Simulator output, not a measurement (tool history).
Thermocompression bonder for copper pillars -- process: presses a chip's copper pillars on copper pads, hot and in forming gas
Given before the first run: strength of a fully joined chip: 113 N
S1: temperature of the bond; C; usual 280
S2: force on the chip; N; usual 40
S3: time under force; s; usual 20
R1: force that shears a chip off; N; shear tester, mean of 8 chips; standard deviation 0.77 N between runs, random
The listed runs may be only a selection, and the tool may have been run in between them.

run    hour   S1  S2  S3     R1
  1       0  280  40  20   77.6
  2    29.4  297  40  20   90.4
  3    87.4  280  40  20   78.9
  4   136.4  280  40  18   76.3
  5   182.7  280  40  12   67.6
  6   216.8  280  40  12   68.4
  7   256.4  279  40  20   77.6
  8   295.7  279  40  20   77.7
  9   330.1  279  40  20     78
 10   370.5  280  40  20   78.1
 11   402.7  280  40  20   78.1
 12   439.2  280  40  20     79
 13   463.8  280  40  20   77.3
 14   515.9  280  40  20     79
 15     564  280  40  20   79.5
      613.9  -- forming gas filter changed
 16   621.4  280  40  20   84.2
      637.1  -- heater calibrated with a thermocouple chip
 17   648.5  285  40  20   80.9
 18   678.3  285  40  20   79.9
 19   723.7  280  40  28   83.8
 20   762.7  280  49  20   82.2
 21     790  303  46  18   94.2
 22   839.6  303  47  21   93.4
 23   894.3  303  47  21   95.2
 24   935.6  256  55  14   59.7
 25   975.7  256  55  14   59.4
 26  1027.5  256  55  10   54.4
 27  1064.3  256  55  10   52.6
 28  1105.1  256  55  10   53.5
 29  1142.8  279  50  38     90
 30  1201.3  279  50  38     92
     1231.2  -- forming gas filter changed
 31  1257.7  300  25  20   83.6
 32  1307.8  300  25  20   84.2
 33  1332.5  300  25  20   84.4
 34  1372.5  310  58  15  100.1
 35  1432.4  308  40  20     96
 36  1481.8  294  40  54  104.4
     1527.9  -- heater calibrated with a thermocouple chip
 37    1532  307  34  12   79.2
 38  1585.6  307  34  12   78.8
 39  1613.5  265  28  20   53.9
 40  1654.6  265  28  20   53.4

Branching from run 40: 4 alternative next runs. What would each branch give?
  A  1681.5  296  25  20   ?
  B  1681.5  255  59  44   ?
  C  1681.5  265  52  12   ?
  D  1681.5  285  28  21   ?

run    R1
  A  71.2
  B    80
  C  59.7
  D  69.2
What these runs would have given with no unlogged condition in the tool:
run    R1
  A  73.2
  B  82.4
  C  60.9
  D  70.9
